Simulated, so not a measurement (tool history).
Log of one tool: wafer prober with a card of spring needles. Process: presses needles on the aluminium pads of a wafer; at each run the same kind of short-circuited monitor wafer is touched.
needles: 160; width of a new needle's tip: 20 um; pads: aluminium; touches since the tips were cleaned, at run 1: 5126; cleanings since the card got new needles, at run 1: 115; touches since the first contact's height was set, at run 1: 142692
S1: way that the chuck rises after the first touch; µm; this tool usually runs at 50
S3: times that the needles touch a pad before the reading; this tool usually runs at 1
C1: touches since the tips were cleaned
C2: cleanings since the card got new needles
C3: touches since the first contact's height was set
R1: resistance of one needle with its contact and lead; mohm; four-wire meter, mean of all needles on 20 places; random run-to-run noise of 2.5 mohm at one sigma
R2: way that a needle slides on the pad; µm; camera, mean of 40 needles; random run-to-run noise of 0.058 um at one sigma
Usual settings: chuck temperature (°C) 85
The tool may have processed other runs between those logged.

{"run": 1, "hour": 0.0, "S1": 50, "chuck temperature (°C)": 85, "S3": 1, "C1": 5126, "C2": 115, "C3": 142692, "R1": 288, "R2": 6.5}
{"hour": 6.4, "done": "tips cleaned on abrasive film"}
{"hour": 36.8, "done": "tips cleaned on abrasive film"}
{"hour": 65.3, "done": "tips cleaned on abrasive film"}
{"run": 2, "hour": 87.2, "S1": 64, "chuck temperature (°C)": 85, "S3": 1, "C1": 5168, "C2": 118, "C3": 163192, "R1": 279, "R2": 8.42}
{"hour": 92.3, "done": "tips cleaned on abrasive film"}
{"hour": 119.1, "done": "tips cleaned on abrasive film"}
{"hour": 146.6, "done": "tips cleaned on abrasive film"}
{"run": 3, "hour": 161.2, "S1": 64, "chuck temperature (°C)": 85, "S3": 1, "C1": 3437, "C2": 121, "C3": 180569, "R1": 281, "R2": 8.46}
{"hour": 174.0, "done": "tips cleaned on abrasive film"}
{"hour": 203.8, "done": "tips cleaned on abrasive film"}
{"hour": 233.8, "done": "tips cleaned on abrasive film"}
{"run": 4, "hour": 254.8, "S1": 64, "chuck temperature (°C)": 85, "S3": 1, "C1": 4953, "C2": 124, "C3": 202560, "R1": 281, "R2": 8.5}
{"hour": 260.6, "done": "tips cleaned on abrasive film"}
{"hour": 289.1, "done": "tips cleaned on abrasive film"}
{"hour": 318.9, "done": "tips cleaned on abrasive film"}
{"run": 5, "hour": 323.6, "S1": 64, "chuck temperature (°C)": 85, "S3": 1, "C1": 1120, "C2": 127, "C3": 218725, "R1": 283, "R2": 8.54}
{"hour": 348.4, "done": "tips cleaned on abrasive film"}
{"hour": 348.7, "done": "height of the first contact set anew"}
{"hour": 376.4, "done": "tips cleaned on abrasive film"}
{"run": 6, "hour": 390.2, "S1": 50, "chuck temperature (°C)": 41, "S3": 1, "C1": 3260, "C2": 129, "C3": 9769, "R1": 273, "R2": 6.65}
{"hour": 403.0, "done": "tips cleaned on abrasive film"}
{"hour": 431.6, "done": "tips cleaned on abrasive film"}
{"run": 7, "hour": 444.0, "S1": 50, "chuck temperature (°C)": 85, "S3": 1, "C1": 2918, "C2": 131, "C3": 22414, "R1": 286, "R2": 6.61}
{"hour": 462.5, "done": "tips cleaned on abrasive film"}
{"hour": 492.5, "done": "tips cleaned on abrasive film"}
{"run": 8, "hour": 496.7, "S1": 50, "chuck temperature (°C)": 85, "S3": 1, "C1": 976, "C2": 133, "C3": 34784, "R1": 288, "R2": 6.54}
{"hour": 522.1, "done": "tips cleaned on abrasive film"}
{"hour": 553.9, "done": "tips cleaned on abrasive film"}
{"run": 9, "hour": 564.0, "S1": 50, "chuck temperature (°C)": 85, "S3": 1, "C1": 2378, "C2": 135, "C3": 50618, "R1": 286, "R2": 6.64}
{"hour": 581.6, "done": "tips cleaned on abrasive film"}
{"hour": 607.1, "done": "tips cleaned on abrasive film"}
{"run": 10, "hour": 626.7, "S1": 50, "chuck temperature (°C)": 85, "S3": 1, "C1": 4630, "C2": 137, "C3": 65357, "R1": 284, "R2": 6.63}
{"hour": 633.2, "done": "tips cleaned on abrasive film"}
{"hour": 661.3, "done": "tips cleaned on abrasive film"}
{"run": 11, "hour": 681.2, "S1": 38, "chuck temperature (°C)": 85, "S3": 1, "C1": 4689, "C2": 139, "C3": 78165, "R1": 296, "R2": 5.07}
{"hour": 687.6, "done": "tips cleaned on abrasive film"}
{"hour": 716.8, "done": "tips cleaned on abrasive film"}
{"hour": 742.3, "done": "tips cleaned on abrasive film"}
{"run": 12, "hour": 756.0, "S1": 38, "chuck temperature (°C)": 85, "S3": 1, "C1": 3245, "C2": 142, "C3": 95742, "R1": 294, "R2": 4.99}
{"hour": 768.8, "done": "tips cleaned on abrasive film"}
{"hour": 798.6, "done": "tips cleaned on abrasive film"}
{"hour": 829.4, "done": "tips cleaned on abrasive film"}
{"run": 13, "hour": 831.1, "S1": 38, "chuck temperature (°C)": 85, "S3": 1, "C1": 405, "C2": 145, "C3": 113383, "R1": 301, "R2": 5.04}
{"hour": 856.6, "done": "tips cleaned on abrasive film"}
{"hour": 883.0, "done": "tips cleaned on abrasive film"}
{"run": 14, "hour": 883.0, "S1": 38, "chuck temperature (°C)": 85, "S3": 1, "C1": 0, "C2": 147, "C3": 125574, "R1": 295, "R2": 5.02}
{"hour": 914.8, "done": "tips cleaned on abrasive film"}
{"run": 15, "hour": 934.9, "S1": 38, "chuck temperature (°C)": 85, "S3": 1, "C1": 4740, "C2": 148, "C3": 137790, "R1": 298, "R2": 5.0}
{"hour": 941.4, "done": "tips cleaned on abrasive film"}
{"hour": 970.7, "done": "tips cleaned on abrasive film"}
{"hour": 1002.4, "done": "tips cleaned on abrasive film"}
{"hour": 1030.5, "done": "tips cleaned on abrasive film"}
{"run": 16, "hour": 1031.5, "S1": 38, "chuck temperature (°C)": 85, "S3": 1, "C1": 239, "C2": 152, "C3": 160471, "R1": 296, "R2": 4.95}
{"hour": 1061.2, "done": "tips cleaned on abrasive film"}
{"hour": 1090.5, "done": "tips cleaned on abrasive film"}
{"run": 17, "hour": 1112.4, "S1": 36, "chuck temperature (°C)": 85, "S3": 1, "C1": 5155, "C2": 154, "C3": 179500, "R1": 296, "R2": 4.8}
{"hour": 1118.8, "done": "tips cleaned on abrasive film"}
{"hour": 1150.1, "done": "tips cleaned on abrasive film"}
{"hour": 1177.5, "done": "tips cleaned on abrasive film"}
{"run": 18, "hour": 1200.0, "S1": 50, "chuck temperature (°C)": 85, "S3": 2, "C1": 5312, "C2": 157, "C3": 200088, "R1": 292, "R2": 6.56}
{"hour": 1205.7, "done": "tips cleaned on abrasive film"}
{"hour": 1235.6, "done": "tips cleaned on abrasive film"}
{"hour": 1261.1, "done": "tips cleaned on abrasive film"}
{"hour": 1292.7, "done": "tips cleaned on abrasive film"}
{"hour": 1300.2, "done": "height of the first contact set anew"}
{"run": 19, "hour": 1300.2, "S1": 49, "chuck temperature (°C)": 85, "S3": 2, "C1": 1696, "C2": 161, "C3": 0, "R1": 288, "R2": 6.42}
{"hour": 1321.2, "done": "tips cleaned on abrasive film"}
{"hour": 1347.8, "done": "tips cleaned on abrasive film"}
{"run": 20, "hour": 1353.0, "S1": 49, "chuck temperature (°C)": 85, "S3": 2, "C1": 1229, "C2": 163, "C3": 12411, "R1": 285, "R2": 6.6}
{"hour": 1376.3, "done": "tips cleaned on abrasive film"}
{"run": 21, "hour": 1399.6, "S1": 50, "chuck temperature (°C)": 85, "S3": 2, "C1": 5480, "C2": 164, "C3": 23356, "R1": 288, "R2": 6.54}
{"hour": 1406.0, "done": "tips cleaned on abrasive film"}
{"hour": 1433.0, "done": "tips cleaned on abrasive film"}
{"hour": 1461.5, "done": "tips cleaned on abrasive film"}
{"hour": 1490.7, "done": "tips cleaned on abrasive film"}
{"run": 22, "hour": 1494.8, "S1": 62, "chuck temperature (°C)": 52, "S3": 1, "C1": 985, "C2": 168, "C3": 45734, "R1": 273, "R2": 8.31}
{"hour": 1518.4, "done": "tips cleaned on abrasive film"}
{"hour": 1546.8, "done": "tips cleaned on abrasive film"}
{"hour": 1576.3, "done": "tips cleaned on abrasive film"}
{"run": 23, "hour": 1577.8, "S1": 32, "chuck temperature (°C)": 50, "S3": 3, "C1": 351, "C2": 171, "C3": 65228, "R1": 287, "R2": 4.18}
{"hour": 1606.0, "done": "tips cleaned on abrasive film"}
{"hour": 1635.3, "done": "tips cleaned on abrasive film"}
{"run": 24, "hour": 1653.3, "S1": 32, "chuck temperature (°C)": 50, "S3": 3, "C1": 4242, "C2": 173, "C3": 82992, "R1": 290, "R2": 4.28}
{"hour": 1666.1, "done": "tips cleaned on abrasive film"}
{"hour": 1694.6, "done": "tips cleaned on abrasive film"}
{"run": 25, "hour": 1710.0, "S1": 45, "chuck temperature (°C)": 33, "S3": 3, "C1": 3616, "C2": 175, "C3": 96302, "R1": 275, "R2": 5.97}

The next listed run, before its measurement:
{"hour": 1722.7, "done": "tips cleaned on abrasive film"}
{"hour": 1752.2, "done": "tips cleaned on abrasive film"}
{"hour": 1782.5, "done": "tips cleaned on abrasive film"}
{"run": 26, "hour": 1793.8, "S1": 45, "chuck temperature (°C)": 85, "S3": 1, "C1": 2663, "C2": 178, "C3": 115999, "R1": "?", "R2": "?"}

R1: 289 mohm
R2: 5.93 µm
The same run, on a tool lacking any hidden state, would have yielded R1 288 mohm, R2 5.93 µm.
